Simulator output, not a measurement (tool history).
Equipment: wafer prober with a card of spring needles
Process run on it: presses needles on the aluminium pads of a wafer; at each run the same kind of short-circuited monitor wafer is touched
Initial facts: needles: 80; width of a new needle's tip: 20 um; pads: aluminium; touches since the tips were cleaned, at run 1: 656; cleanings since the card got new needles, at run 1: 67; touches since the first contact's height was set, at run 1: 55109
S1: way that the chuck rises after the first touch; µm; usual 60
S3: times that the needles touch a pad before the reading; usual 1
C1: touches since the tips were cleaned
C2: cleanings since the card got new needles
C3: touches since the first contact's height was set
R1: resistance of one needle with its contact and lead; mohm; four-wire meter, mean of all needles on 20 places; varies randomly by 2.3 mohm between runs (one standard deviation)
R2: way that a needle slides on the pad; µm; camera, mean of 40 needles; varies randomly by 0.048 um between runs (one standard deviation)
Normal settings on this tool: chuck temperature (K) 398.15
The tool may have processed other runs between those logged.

Run 1, hour 0: usual settings; C1 656; C2 67; C3 55109. Result: R1 259 mohm, R2 11.66 µm.
At hour 3.6: tips cleaned on abrasive film.
At hour 8.5: tips cleaned on abrasive film.
At hour 14.5: tips cleaned on abrasive film.
At hour 20.5: tips cleaned on abrasive film.
At hour 21.9: height of the first contact set anew.
At hour 26.7: tips cleaned on abrasive film.
At hour 31.6: tips cleaned on abrasive film.
At hour 36.4: tips cleaned on abrasive film.
Run 2, hour 37.8: usual settings; C1 728; C2 74; C3 7831. Result: R1 259 mohm, R2 11.82 µm.
At hour 41.5: tips cleaned on abrasive film.
At hour 46.3: tips cleaned on abrasive film.
At hour 52.3: tips cleaned on abrasive film.
At hour 58.3: tips cleaned on abrasive film.
At hour 64.3: tips cleaned on abrasive film.
At hour 70.3: tips cleaned on abrasive film.
At hour 75.1: tips cleaned on abrasive film.
At hour 81.1: tips cleaned on abrasive film.
Run 3, hour 81.3: usual settings; C1 120; C2 82; C3 29258. Result: R1 256 mohm, R2 11.78 µm.
At hour 86.1: tips cleaned on abrasive film.
At hour 90.9: tips cleaned on abrasive film.
At hour 96.9: tips cleaned on abrasive film.
At hour 101.8: tips cleaned on abrasive film.
At hour 107.7: tips cleaned on abrasive film.
At hour 112.6: tips cleaned on abrasive film.
Run 4, hour 112.9: usual settings; C1 176; C2 88; C3 44820. Result: R1 261 mohm, R2 11.74 µm.
At hour 117.7: tips cleaned on abrasive film.
At hour 122.5: tips cleaned on abrasive film.
At hour 128.5: tips cleaned on abrasive film.
At hour 133.4: tips cleaned on abrasive film.
At hour 139.3: tips cleaned on abrasive film.
At hour 145.3: tips cleaned on abrasive film.
At hour 150.2: tips cleaned on abrasive film.
At hour 155: tips cleaned on abrasive film.
At hour 155.3: height of the first contact set anew.
Run 5, hour 156: usual settings; C1 380; C2 96; C3 380. Result: R1 260 mohm, R2 11.66 µm.
At hour 160.9: tips cleaned on abrasive film.
At hour 166.8: tips cleaned on abrasive film.
At hour 172.8: tips cleaned on abrasive film.
At hour 177.7: tips cleaned on abrasive film.
At hour 182.5: tips cleaned on abrasive film.
Run 6, hour 184.3: usual settings but chuck temperature (K) 364.15; C1 897; C2 101; C3 14300. Result: R1 247 mohm, R2 11.78 µm.
At hour 187.9: tips cleaned on abrasive film.
At hour 192.7: tips cleaned on abrasive film.
At hour 198.7: tips cleaned on abrasive film.
At hour 204.7: tips cleaned on abrasive film.
At hour 210.2: tips cleaned on abrasive film.
Run 7, hour 210.2: usual settings but chuck temperature (K) 364.15; C1 0; C2 106; C3 27080. Result: R1 253 mohm, R2 11.74 µm.
At hour 216.2: tips cleaned on abrasive film.
At hour 222.2: tips cleaned on abrasive film.
At hour 228.2: tips cleaned on abrasive film.
Run 8, hour 228.6: usual settings but chuck temperature (K) 364.15; C1 192; C2 109; C3 36150. Result: R1 250 mohm, R2 11.77 µm.
At hour 233.4: tips cleaned on abrasive film.
At hour 238.2: tips cleaned on abrasive film.
At hour 243: tips cleaned on abrasive film.
At hour 249: tips cleaned on abrasive film.
At hour 255: tips cleaned on abrasive film.
At hour 261: tips cleaned on abrasive film.
At hour 267: tips cleaned on abrasive film.
Run 9, hour 267.5: usual settings but chuck temperature (K) 332.15; C1 261; C2 116; C3 55349. Result: R1 243 mohm, R2 11.71 µm.
At hour 272.4: tips cleaned on abrasive film.
At hour 278.3: tips cleaned on abrasive film.
At hour 284.3: tips cleaned on abrasive film.
At hour 288.2: height of the first contact set anew.
At hour 290.6: tips cleaned on abrasive film.
At hour 296.6: tips cleaned on abrasive film.
Run 10, hour 299: usual settings but S1 45 µm, chuck temperature (K) 332.15; C1 1213; C2 121; C3 5356. Result: R1 248 mohm, R2 8.83 µm.
At hour 301.5: tips cleaned on abrasive film.
At hour 306.3: tips cleaned on abrasive film.
At hour 312.3: tips cleaned on abrasive film.
At hour 317.1: tips cleaned on abrasive film.
At hour 323.1: tips cleaned on abrasive film.
At hour 329.1: tips cleaned on abrasive film.
At hour 335.1: tips cleaned on abrasive film.
Run 11, hour 336.3: usual settings; C1 569; C2 128; C3 23679. Result: R1 261 mohm, R2 11.66 µm.
At hour 341.1: tips cleaned on abrasive film.
At hour 347.1: tips cleaned on abrasive film.
At hour 353.1: tips cleaned on abrasive film.
Run 12, hour 355.2: usual settings; C1 1092; C2 131; C3 33057. Result: R1 260 mohm, R2 11.81 µm.
At hour 358.9: tips cleaned on abrasive film.
At hour 364.9: tips cleaned on abrasive film.
At hour 369.7: tips cleaned on abrasive film.
At hour 374.5: tips cleaned on abrasive film.
At hour 380.5: tips cleaned on abrasive film.
At hour 386.5: tips cleaned on abrasive film.
At hour 392.5: tips cleaned on abrasive film.
Run 13, hour 396.8: usual settings but S1 46 µm; C1 2180; C2 138; C3 53586. Result: R1 265 mohm, R2 9.01 µm.
At hour 398.1: tips cleaned on abrasive film.
At hour 404.1: tips cleaned on abrasive film.
At hour 408.9: tips cleaned on abrasive film.
At hour 413.7: tips cleaned on abrasive film.
At hour 419.7: tips cleaned on abrasive film.
At hour 421.2: height of the first contact set anew.
At hour 426: tips cleaned on abrasive film.
At hour 432: tips cleaned on abrasive film.
Run 14, hour 436.4: usual settings but S1 46 µm; C1 2192; C2 145; C3 7519. Result: R1 266 mohm, R2 8.98 µm.
At hour 437.7: tips cleaned on abrasive film.
At hour 443.7: tips cleaned on abrasive film.
At hour 449.7: tips cleaned on abrasive film.
At hour 454.5: tips cleaned on abrasive film.
At hour 460.5: tips cleaned on abrasive film.
At hour 465.3: tips cleaned on abrasive film.
Run 15, hour 469.2: usual settings but S1 45 µm, chuck temperature (K) 392.15; C1 1979; C2 151; C3 23704. Result: R1 264 mohm, R2 8.86 µm.
At hour 470.5: tips cleaned on abrasive film.
At hour 475.3: tips cleaned on abrasive film.
At hour 481.3: tips cleaned on abrasive film.
At hour 487.3: tips cleaned on abrasive film.
At hour 492.1: tips cleaned on abrasive film.
At hour 498.1: tips cleaned on abrasive film.
At hour 502.9: tips cleaned on abrasive film.
At hour 508.9: tips cleaned on abrasive film.
Run 16, hour 510.6: usual settings but S1 79 µm, chuck temperature (K) 328.15, S3 3; C1 818; C2 159; C3 44055. Result: R1 239 mohm, R2 15.35 µm.
At hour 514.2: tips cleaned on abrasive film.
At hour 520.2: tips cleaned on abrasive film.
At hour 526.2: tips cleaned on abrasive film.
At hour 532.2: tips cleaned on abrasive film.
Run 17, hour 533.3: usual settings but S1 79 µm, chuck temperature (K) 328.15, S3 3; C1 562; C2 163; C3 55271. Result: R1 237 mohm, R2 15.45 µm.
At hour 538.1: tips cleaned on abrasive film.
At hour 544.1: tips cleaned on abrasive film.
At hour 548.9: tips cleaned on abrasive film.
At hour 554.9: tips cleaned on abrasive film.
At hour 555.2: height of the first contact set anew.
At hour 560.1: tips cleaned on abrasive film.
Run 18, hour 562.8: usual settings but chuck temperature (K) 326.15; C1 1373; C2 168; C3 3741. Result: R1 238 mohm, R2 11.8 µm.
At hour 565.2: tips cleaned on abrasive film.
At hour 571.2: tips cleaned on abrasive film.
At hour 577.2: tips cleaned on abrasive film.
At hour 582.1: tips cleaned on abrasive film.
At hour 588: tips cleaned on abrasive film.
At hour 592.9: tips cleaned on abrasive film.
Run 19, hour 596.5: usual settings but chuck temperature (K) 329.15; C1 1836; C2 174; C3 20373. Result: R1 245 mohm, R2 11.66 µm.
At hour 597.8: tips cleaned on abrasive film.
At hour 602.6: tips cleaned on abrasive film.
At hour 607.4: tips cleaned on abrasive film.
At hour 613.4: tips cleaned on abrasive film.
At hour 618.2: tips cleaned on abrasive film.
At hour 624.2: tips cleaned on abrasive film.
Run 20, hour 626.7: usual settings but S1 56 µm, chuck temperature (K) 344.15; C1 1261; C2 180; C3 35244. Result: R1 243 mohm, R2 10.94 µm.
At hour 629.2: tips cleaned on abrasive film.
At hour 634: tips cleaned on abrasive film.
At hour 640: tips cleaned on abrasive film.
At hour 646: tips cleaned on abrasive film.
At hour 652: tips cleaned on abrasive film.
At hour 658: tips cleaned on abrasive film.
At hour 662.8: tips cleaned on abrasive film.
Run 21, hour 667.1: usual settings but S1 56 µm, chuck temperature (K) 344.15; C1 2137; C2 187; C3 55136. Result: R1 247 mohm, R2 11 µm.
At hour 668.4: tips cleaned on abrasive film.
At hour 674.3: tips cleaned on abrasive film.
At hour 686.3: card fitted with new needles.
At hour 692.3: tips cleaned on abrasive film.
At hour 698.3: tips cleaned on abrasive film.
At hour 703.2: tips cleaned on abrasive film.
At hour 708.8: tips cleaned on abrasive film.
Run 22, hour 708.8: usual settings but S1 65 µm, chuck temperature (K) 301.15; C1 0; C2 4; C3 11083. Result: R1 235 mohm, R2 12.67 µm.
At hour 714.8: tips cleaned on abrasive film.
At hour 719.6: tips cleaned on abrasive film.
At hour 725.6: tips cleaned on abrasive film.
At hour 731.6: tips cleaned on abrasive film.
At hour 737.6: tips cleaned on abrasive film.
At hour 743.6: tips cleaned on abrasive film.
At hour 749.6: tips cleaned on abrasive film.
Run 23, hour 752.7: usual settings but chuck temperature (K) 337.15, S3 3; C1 1571; C2 11; C3 32777. Result: R1 245 mohm, R2 11.72 µm.

How the hidden state differs across the entries between the runs, from the last listed run before each to the first after it:
Run 1 -> run 2: tips cleaned on abrasive film (hour 3.6); tips cleaned on abrasive film (hour 8.5); tips cleaned on abrasive film (hour 14.5); tips cleaned on abrasive film (hour 20.5); height of the first contact set anew (hour 21.9); tips cleaned on abrasive film (hour 26.7); tips cleaned on abrasive film (hour 31.6); tips cleaned on abrasive film (hour 36.4)
  way that the needles fall short of the set height, um: 0.02 -> 0; tips' diameter, um: 20.02 -> 20.03
Run 2 -> run 3: tips cleaned on abrasive film (hour 41.5); tips cleaned on abrasive film (hour 46.3); tips cleaned on abrasive film (hour 52.3); tips cleaned on abrasive film (hour 58.3); tips cleaned on abrasive film (hour 64.3); tips cleaned on abrasive film (hour 70.3); tips cleaned on abrasive film (hour 75.1); tips cleaned on abrasive film (hour 81.1)
  debris on the tips, nm: 0.3 -> 0.1; way that the needles fall short of the set height, um: 0 -> 0.01
Run 3 -> run 4: tips cleaned on abrasive film (hour 86.1); tips cleaned on abrasive film (hour 90.9); tips cleaned on abrasive film (hour 96.9); tips cleaned on abrasive film (hour 101.8); tips cleaned on abrasive film (hour 107.7); tips cleaned on abrasive film (hour 112.6)
  way that the needles fall short of the set height, um: 0.01 -> 0.02
Run 4 -> run 5: tips cleaned on abrasive film (hour 117.7); tips cleaned on abrasive film (hour 122.5); tips cleaned on abrasive film (hour 128.5); tips cleaned on abrasive film (hour 133.4); tips cleaned on abrasive film (hour 139.3); tips cleaned on abrasive film (hour 145.3); tips cleaned on abrasive film (hour 150.2); tips cleaned on abrasive film (hour 155); height of the first contact set anew (hour 155.3)
  debris on the tips, nm: 0.1 -> 0.2; way that the needles fall short of the set height, um: 0.02 -> 0
Run 5 -> run 6: tips cleaned on abrasive film (hour 160.9); tips cleaned on abrasive film (hour 166.8); tips cleaned on abrasive film (hour 172.8); tips cleaned on abrasive film (hour 177.7); tips cleaned on abrasive film (hour 182.5)
  debris on the tips, nm: 0.2 -> 0.4
Run 6 -> run 7: tips cleaned on abrasive film (hour 187.9); tips cleaned on abrasive film (hour 192.7); tips cleaned on abrasive film (hour 198.7); tips cleaned on abrasive film (hour 204.7); tips cleaned on abrasive film (hour 210.2)
  debris on the tips, nm: 0.4 -> 0.1; way that the needles fall short of the set height, um: 0 -> 0.01; tips' diameter, um: 20.03 -> 20.04
Run 7 -> run 8: tips cleaned on abrasive film (hour 216.2); tips cleaned on abrasive film (hour 222.2); tips cleaned on abrasive film (hour 228.2)
  debris on the tips, nm: 0.1 -> 0.2
Run 8 -> run 9: tips cleaned on abrasive film (hour 233.4); tips cleaned on abrasive film (hour 238.2); tips cleaned on abrasive film (hour 243); tips cleaned on abrasive film (hour 249); tips cleaned on abrasive film (hour 255); tips cleaned on abrasive film (hour 261); tips cleaned on abrasive film (hour 267)
  way that the needles fall short of the set height, um: 0.01 -> 0.02
Run 9 -> run 10: tips cleaned on abrasive film (hour 272.4); tips cleaned on abrasive film (hour 278.3); tips cleaned on abrasive film (hour 284.3); height of the first contact set anew (hour 288.2); tips cleaned on abrasive film (hour 290.6); tips cleaned on abrasive film (hour 296.6)
  debris on the tips, nm: 0.2 -> 0.5; way that the needles fall short of the set height, um: 0.02 -> 0
Run 10 -> run 11: tips cleaned on abrasive film (hour 301.5); tips cleaned on abrasive film (hour 306.3); tips cleaned on abrasive film (hour 312.3); tips cleaned on abrasive film (hour 317.1); tips cleaned on abrasive film (hour 323.1); tips cleaned on abrasive film (hour 329.1); tips cleaned on abrasive film (hour 335.1)
  debris on the tips, nm: 0.5 -> 0.2; way that the needles fall short of the set height, um: 0 -> 0.01
Run 11 -> run 12: tips cleaned on abrasive film (hour 341.1); tips cleaned on abrasive film (hour 347.1); tips cleaned on abrasive film (hour 353.1)
  debris on the tips, nm: 0.2 -> 0.4; tips' diameter, um: 20.04 -> 20.05
Run 12 -> run 13: tips cleaned on abrasive film (hour 358.9); tips cleaned on abrasive film (hour 364.9); tips cleaned on abrasive film (hour 369.7); tips cleaned on abrasive film (hour 374.5); tips cleaned on abrasive film (hour 380.5); tips cleaned on abrasive film (hour 386.5); tips cleaned on abrasive film (hour 392.5)
  debris on the tips, nm: 0.4 -> 0.8; way that the needles fall short of the set height, um: 0.01 -> 0.02
Run 13 -> run 14: tips cleaned on abrasive film (hour 398.1); tips cleaned on abrasive film (hour 404.1); tips cleaned on abrasive film (hour 408.9); tips cleaned on abrasive film (hour 413.7); tips cleaned on abrasive film (hour 419.7); height of the first contact set anew (hour 421.2); tips cleaned on abrasive film (hour 426); tips cleaned on abrasive film (hour 432)
  way that the needles fall short of the set height, um: 0.02 -> 0
Run 14 -> run 15: tips cleaned on abrasive film (hour 437.7); tips cleaned on abrasive film (hour 443.7); tips cleaned on abrasive film (hour 449.7); tips cleaned on abrasive film (hour 454.5); tips cleaned on abrasive film (hour 460.5); tips cleaned on abrasive film (hour 465.3)
  way that the needles fall short of the set height, um: 0 -> 0.01
Run 15 -> run 16: tips cleaned on abrasive film (hour 470.5); tips cleaned on abrasive film (hour 475.3); tips cleaned on abrasive film (hour 481.3); tips cleaned on abrasive film (hour 487.3); tips cleaned on abrasive film (hour 492.1); tips cleaned on abrasive film (hour 498.1); tips cleaned on abrasive film (hour 502.9); tips cleaned on abrasive film (hour 508.9)
  debris on the tips, nm: 0.8 -> 0.4; way that the needles fall short of the set height, um: 0.01 -> 0.02
Run 16 -> run 17: tips cleaned on abrasive film (hour 514.2); tips cleaned on abrasive film (hour 520.2); tips cleaned on abrasive film (hour 526.2); tips cleaned on abrasive film (hour 532.2)
  debris on the tips, nm: 0.4 -> 0.3; tips' diameter, um: 20.05 -> 20.06
Run 17 -> run 18: tips cleaned on abrasive film (hour 538.1); tips cleaned on abrasive film (hour 544.1); tips cleaned on abrasive film (hour 548.9); tips cleaned on abrasive film (hour 554.9); height of the first contact set anew (hour 555.2); tips cleaned on abrasive film (hour 560.1)
  debris on the tips, nm: 0.3 -> 0.6; way that the needles fall short of the set height, um: 0.02 -> 0
Run 18 -> run 19: tips cleaned on abrasive film (hour 565.2); tips cleaned on abrasive film (hour 571.2); tips cleaned on abrasive film (hour 577.2); tips cleaned on abrasive film (hour 582.1); tips cleaned on abrasive film (hour 588); tips cleaned on abrasive film (hour 592.9)
  debris on the tips, nm: 0.6 -> 0.7; way that the needles fall short of the set height, um: 0 -> 0.01
Run 19 -> run 20: tips cleaned on abrasive film (hour 597.8); tips cleaned on abrasive film (hour 602.6); tips cleaned on abrasive film (hour 607.4); tips cleaned on abrasive film (hour 613.4); tips cleaned on abrasive film (hour 618.2); tips cleaned on abrasive film (hour 624.2)
  debris on the tips, nm: 0.7 -> 0.4
Run 20 -> run 21: tips cleaned on abrasive film (hour 629.2); tips cleaned on abrasive film (hour 634); tips cleaned on abrasive film (hour 640); tips cleaned on abrasive film (hour 646); tips cleaned on abrasive film (hour 652); tips cleaned on abrasive film (hour 658); tips cleaned on abrasive film (hour 662.8)
  debris on the tips, nm: 0.4 -> 0.7; way that the needles fall short of the set height, um: 0.01 -> 0.02
Run 21 -> run 22: tips cleaned on abrasive film (hour 668.4); tips cleaned on abrasive film (hour 674.3); card fitted with new needles (hour 686.3); tips cleaned on abrasive film (hour 692.3); tips cleaned on abrasive film (hour 698.3); tips cleaned on abrasive film (hour 703.2); tips cleaned on abrasive film (hour 708.8)
  debris on the tips, nm: 0.7 -> 0.1; way that the needles fall short of the set height, um: 0.02 -> 0; tips' diameter, um: 20.06 -> 20
Run 22 -> run 23: tips cleaned on abrasive film (hour 714.8); tips cleaned on abrasive film (hour 719.6); tips cleaned on abrasive film (hour 725.6); tips cleaned on abrasive film (hour 731.6); tips cleaned on abrasive film (hour 737.6); tips cleaned on abrasive film (hour 743.6); tips cleaned on abrasive film (hour 749.6)
  debris on the tips, nm: 0.1 -> 0.6; way that the needles fall short of the set height, um: 0 -> 0.01
